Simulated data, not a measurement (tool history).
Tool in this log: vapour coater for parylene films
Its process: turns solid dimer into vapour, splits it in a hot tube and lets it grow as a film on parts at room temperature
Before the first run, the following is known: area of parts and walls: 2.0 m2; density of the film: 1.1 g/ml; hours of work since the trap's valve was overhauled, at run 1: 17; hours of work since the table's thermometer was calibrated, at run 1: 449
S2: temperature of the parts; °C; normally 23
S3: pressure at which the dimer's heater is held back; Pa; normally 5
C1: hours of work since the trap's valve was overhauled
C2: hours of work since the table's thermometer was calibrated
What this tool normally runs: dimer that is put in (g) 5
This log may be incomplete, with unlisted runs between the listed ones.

{"run": 1, "hour": 0.0, "dimer that is put in (g)": 5, "S2": 23, "S3": 5, "C1": 17, "C2": 449, "thickness of the film (nm)": 1690}
{"run": 2, "hour": 47.8, "dimer that is put in (g)": 5, "S2": 23, "S3": 5, "C1": 37, "C2": 469, "thickness of the film (nm)": 1730}
{"run": 3, "hour": 104.2, "dimer that is put in (g)": 5, "S2": 23, "S3": 9.22, "C1": 61, "C2": 493, "thickness of the film (nm)": 1580}
{"run": 4, "hour": 146.2, "dimer that is put in (g)": 5, "S2": 23, "S3": 6.66, "C1": 79, "C2": 511, "thickness of the film (nm)": 1610}
{"run": 5, "hour": 207.6, "dimer that is put in (g)": 5, "S2": 23, "S3": 5, "C1": 104, "C2": 536, "thickness of the film (nm)": 1700}
{"run": 6, "hour": 240.8, "dimer that is put in (g)": 5, "S2": 23, "S3": 5, "C1": 118, "C2": 550, "thickness of the film (nm)": 1680}
{"run": 7, "hour": 289.6, "dimer that is put in (g)": 5, "S2": 23, "S3": 5, "C1": 139, "C2": 571, "thickness of the film (nm)": 1680}
{"run": 8, "hour": 335.8, "dimer that is put in (g)": 5, "S2": 26, "S3": 5, "C1": 158, "C2": 590, "thickness of the film (nm)": 1570}
{"run": 9, "hour": 378.0, "dimer that is put in (g)": 5, "S2": 23, "S3": 5, "C1": 176, "C2": 608, "thickness of the film (nm)": 1690}
{"run": 10, "hour": 433.0, "dimer that is put in (g)": 5, "S2": 23, "S3": 11.05, "C1": 199, "C2": 631, "thickness of the film (nm)": 1510}
{"run": 11, "hour": 460.7, "dimer that is put in (g)": 5, "S2": 23, "S3": 11.05, "C1": 210, "C2": 642, "thickness of the film (nm)": 1520}
{"hour": 467.5, "done": "trap's valve overhauled"}
{"run": 12, "hour": 525.4, "dimer that is put in (g)": 5, "S2": 23, "S3": 11.05, "C1": 24, "C2": 668, "thickness of the film (nm)": 1450}
{"run": 13, "hour": 551.3, "dimer that is put in (g)": 5, "S2": 23, "S3": 11.05, "C1": 35, "C2": 678, "thickness of the film (nm)": 1460}
{"run": 14, "hour": 590.0, "dimer that is put in (g)": 5, "S2": 23, "S3": 9.76, "C1": 51, "C2": 695, "thickness of the film (nm)": 1510}
{"hour": 643.8, "done": "trap's valve overhauled, once more"}
{"run": 15, "hour": 648.5, "dimer that is put in (g)": 5, "S2": 23, "S3": 9.76, "C1": 2, "C2": 717, "thickness of the film (nm)": 1570}
{"run": 16, "hour": 684.9, "dimer that is put in (g)": 5, "S2": 26, "S3": 9.76, "C1": 17, "C2": 733, "thickness of the film (nm)": 1530}
{"run": 17, "hour": 738.3, "dimer that is put in (g)": 5, "S2": 26, "S3": 9.76, "C1": 40, "C2": 755, "thickness of the film (nm)": 1490}
{"run": 18, "hour": 775.5, "dimer that is put in (g)": 5, "S2": 23, "S3": 7.19, "C1": 55, "C2": 771, "thickness of the film (nm)": 1600}
{"run": 19, "hour": 827.0, "dimer that is put in (g)": 5, "S2": 23, "S3": 7.19, "C1": 77, "C2": 792, "thickness of the film (nm)": 1630}
{"run": 20, "hour": 854.0, "dimer that is put in (g)": 3, "S2": 23, "S3": 7.19, "C1": 88, "C2": 803, "thickness of the film (nm)": 1010}
{"run": 21, "hour": 888.5, "dimer that is put in (g)": 5, "S2": 23, "S3": 10.85, "C1": 102, "C2": 818, "thickness of the film (nm)": 1530}
{"run": 22, "hour": 924.9, "dimer that is put in (g)": 4, "S2": 23, "S3": 7.02, "C1": 118, "C2": 833, "thickness of the film (nm)": 1250}
{"run": 23, "hour": 965.6, "dimer that is put in (g)": 4, "S2": 23, "S3": 7.02, "C1": 135, "C2": 850, "thickness of the film (nm)": 1290}
{"run": 24, "hour": 1002.8, "dimer that is put in (g)": 4, "S2": 23, "S3": 7.02, "C1": 150, "C2": 866, "thickness of the film (nm)": 1300}
{"run": 25, "hour": 1056.0, "dimer that is put in (g)": 3, "S2": 18, "S3": 3.28, "C1": 172, "C2": 888, "thickness of the film (nm)": 1190}
{"hour": 1077.3, "done": "table's thermometer calibrated"}
{"run": 26, "hour": 1105.2, "dimer that is put in (g)": 3, "S2": 18, "S3": 3.28, "C1": 193, "C2": 12, "thickness of the film (nm)": 1130}
{"run": 27, "hour": 1150.2, "dimer that is put in (g)": 6, "S2": 21, "S3": 5, "C1": 211, "C2": 31, "thickness of the film (nm)": 2080}
{"run": 28, "hour": 1198.4, "dimer that is put in (g)": 9, "S2": 20, "S3": 3.82, "C1": 232, "C2": 51, "thickness of the film (nm)": 3210}
{"run": 29, "hour": 1234.9, "dimer that is put in (g)": 4, "S2": 32, "S3": 4.21, "C1": 247, "C2": 66, "thickness of the film (nm)": 1090}
{"run": 30, "hour": 1266.4, "dimer that is put in (g)": 8, "S2": 15, "S3": 5, "C1": 260, "C2": 79, "thickness of the film (nm)": 3030}
{"run": 31, "hour": 1318.2, "dimer that is put in (g)": 8, "S2": 34, "S3": 5, "C1": 282, "C2": 101, "thickness of the film (nm)": 2080}
{"run": 32, "hour": 1345.5, "dimer that is put in (g)": 5, "S2": 18, "S3": 2.04, "C1": 293, "C2": 112, "thickness of the film (nm)": 2020}
{"run": 33, "hour": 1375.5, "dimer that is put in (g)": 2, "S2": 23, "S3": 11.35, "C1": 306, "C2": 125, "thickness of the film (nm)": 560}
{"run": 34, "hour": 1410.4, "dimer that is put in (g)": 8, "S2": 20, "S3": 2.56, "C1": 320, "C2": 139, "thickness of the film (nm)": 2950}
{"run": 35, "hour": 1449.2, "dimer that is put in (g)": 8, "S2": 20, "S3": 2.56, "C1": 337, "C2": 156, "thickness of the film (nm)": 2980}
{"run": 36, "hour": 1508.8, "dimer that is put in (g)": 8, "S2": 20, "S3": 2.56, "C1": 361, "C2": 181, "thickness of the film (nm)": 2950}
{"run": 37, "hour": 1553.0, "dimer that is put in (g)": 8, "S2": 20, "S3": 2.56, "C1": 380, "C2": 199, "thickness of the film (nm)": 2950}
{"run": 38, "hour": 1580.8, "dimer that is put in (g)": 8, "S2": 20, "S3": 2.56, "C1": 392, "C2": 211, "thickness of the film (nm)": 2890}
{"run": 39, "hour": 1616.3, "dimer that is put in (g)": 8, "S2": 23, "S3": 5, "C1": 406, "C2": 226, "thickness of the film (nm)": 2540}
{"run": 40, "hour": 1661.6, "dimer that is put in (g)": 5, "S2": 23, "S3": 2.74, "C1": 425, "C2": 244, "thickness of the film (nm)": 1710}
{"run": 41, "hour": 1716.6, "dimer that is put in (g)": 5, "S2": 23, "S3": 2.74, "C1": 448, "C2": 268, "thickness of the film (nm)": 1670}
{"run": 42, "hour": 1741.6, "dimer that is put in (g)": 5, "S2": 23, "S3": 2.74, "C1": 459, "C2": 278, "thickness of the film (nm)": 1690}

Subtracting, for every run, the result it would have given without the tool's unlogged condition from the measured result gives the following. The same run-to-run variation enters both numbers; the gauge's scatter may not:
Hidden conditions of the tool in this case: vapour lost through the trap's worn valve, %; true temperature of the parts over the reading, C; drift of the gauge itself on film_um, %.
run=1 thickness_of_the_film_(nm)=+10
run=2 thickness_of_the_film_(nm)=+10
run=3 thickness_of_the_film_(nm)=+0
run=4 thickness_of_the_film_(nm)=-10
run=5 thickness_of_the_film_(nm)=-10
run=6 thickness_of_the_film_(nm)=-10
run=7 thickness_of_the_film_(nm)=-10
run=8 thickness_of_the_film_(nm)=-20
run=9 thickness_of_the_film_(nm)=-30
run=10 thickness_of_the_film_(nm)=-30
run=11 thickness_of_the_film_(nm)=-30
run=12 thickness_of_the_film_(nm)=-60
run=13 thickness_of_the_film_(nm)=-50
run=14 thickness_of_the_film_(nm)=-60
run=15 thickness_of_the_film_(nm)=+30
run=16 thickness_of_the_film_(nm)=+20
run=17 thickness_of_the_film_(nm)=+20
run=18 thickness_of_the_film_(nm)=+10
run=19 thickness_of_the_film_(nm)=+10
run=20 thickness_of_the_film_(nm)=+10
run=21 thickness_of_the_film_(nm)=+10
run=22 thickness_of_the_film_(nm)=+0
run=23 thickness_of_the_film_(nm)=+0
run=24 thickness_of_the_film_(nm)=+0
run=25 thickness_of_the_film_(nm)=+0
run=26 thickness_of_the_film_(nm)=-50
run=27 thickness_of_the_film_(nm)=-80
run=28 thickness_of_the_film_(nm)=-150
run=29 thickness_of_the_film_(nm)=-50
run=30 thickness_of_the_film_(nm)=-150
run=31 thickness_of_the_film_(nm)=-110
run=32 thickness_of_the_film_(nm)=-110
run=33 thickness_of_the_film_(nm)=-30
run=34 thickness_of_the_film_(nm)=-180
run=35 thickness_of_the_film_(nm)=-190
run=36 thickness_of_the_film_(nm)=-190
run=37 thickness_of_the_film_(nm)=-210
run=38 thickness_of_the_film_(nm)=-210
run=39 thickness_of_the_film_(nm)=-190
run=40 thickness_of_the_film_(nm)=-130
run=41 thickness_of_the_film_(nm)=-140
run=42 thickness_of_the_film_(nm)=-140

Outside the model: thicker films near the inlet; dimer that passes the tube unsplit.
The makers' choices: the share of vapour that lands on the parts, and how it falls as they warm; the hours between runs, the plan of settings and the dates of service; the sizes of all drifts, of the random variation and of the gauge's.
